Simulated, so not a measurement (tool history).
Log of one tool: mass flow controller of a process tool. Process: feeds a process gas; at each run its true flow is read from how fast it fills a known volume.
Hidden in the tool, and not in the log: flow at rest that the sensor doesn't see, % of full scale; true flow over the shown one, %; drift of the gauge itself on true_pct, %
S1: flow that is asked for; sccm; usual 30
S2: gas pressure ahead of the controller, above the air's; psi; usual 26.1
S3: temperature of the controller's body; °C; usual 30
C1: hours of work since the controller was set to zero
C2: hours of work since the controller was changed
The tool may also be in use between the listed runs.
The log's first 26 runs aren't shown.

{"run": 27, "hour": 5935.9, "S1": 5, "S2": 21.9, "S3": 20, "C1": 1918, "C2": 8348, "true flow (%)": 97.25}
{"run": 28, "hour": 6118.6, "S1": 21, "S2": 21.9, "S3": 29, "C1": 2036, "C2": 8466, "true flow (%)": 97.94}
{"run": 29, "hour": 6385.2, "S1": 21, "S2": 21.9, "S3": 29, "C1": 2209, "C2": 8638, "true flow (%)": 97.88}
{"run": 30, "hour": 6527.4, "S1": 21, "S2": 33.9, "S3": 38, "C1": 2301, "C2": 8730, "true flow (%)": 98.22}
{"run": 31, "hour": 6791.3, "S1": 6, "S2": 35.8, "S3": 38, "C1": 2471, "C2": 8901, "true flow (%)": 97.82}
{"run": 32, "hour": 6937.2, "S1": 6, "S2": 34.8, "S3": 40, "C1": 2566, "C2": 8995, "true flow (%)": 98.0}
{"run": 33, "hour": 7102.6, "S1": 25, "S2": 35.1, "S3": 33, "C1": 2673, "C2": 9102, "true flow (%)": 97.71}
{"hour": 7189.5, "done": "controller exchanged for a calibrated one"}
{"run": 34, "hour": 7251.9, "S1": 5, "S2": 40.6, "S3": 35, "C1": 40, "C2": 40, "true flow (%)": 97.26}
{"run": 35, "hour": 7500.5, "S1": 5, "S2": 40.6, "S3": 35, "C1": 201, "C2": 201, "true flow (%)": 97.32}
{"run": 36, "hour": 7749.0, "S1": 5, "S2": 23.6, "S3": 35, "C1": 362, "C2": 362, "true flow (%)": 97.51}
{"run": 37, "hour": 7889.9, "S1": 21, "S2": 34.1, "S3": 36, "C1": 453, "C2": 453, "true flow (%)": 97.71}
{"run": 38, "hour": 8072.4, "S1": 21, "S2": 34.1, "S3": 38, "C1": 571, "C2": 571, "true flow (%)": 97.61}
{"run": 39, "hour": 8368.3, "S1": 24, "S2": 35.8, "S3": 33, "C1": 762, "C2": 762, "true flow (%)": 97.28}
{"run": 40, "hour": 8527.8, "S1": 6, "S2": 28.9, "S3": 32, "C1": 865, "C2": 865, "true flow (%)": 97.05}

Forecast each of these 3 alternatives for the next run:
{"hour": 8646.4, "done": "gauge calibrated"}
{"run": "A", "hour": 8721.7, "S1": 21, "S2": 28.9, "S3": 32, "C1": 991, "C2": 991, "true flow (%)": "?"}
{"hour": 8646.4, "done": "gauge calibrated"}
{"run": "B", "hour": 8721.7, "S1": 25, "S2": 35.2, "S3": 30, "C1": 991, "C2": 991, "true flow (%)": "?"}
{"hour": 8646.4, "done": "gauge calibrated"}
{"run": "C", "hour": 8721.7, "S1": 6, "S2": 33.5, "S3": 29, "C1": 991, "C2": 991, "true flow (%)": "?"}

run=A true_flow_(%)=99.91
run=B true_flow_(%)=99.61
run=C true_flow_(%)=99.36
Without the tool's hidden state the same runs would have given:
run=A true_flow_(%)=99.93
run=B true_flow_(%)=99.63
run=C true_flow_(%)=99.38
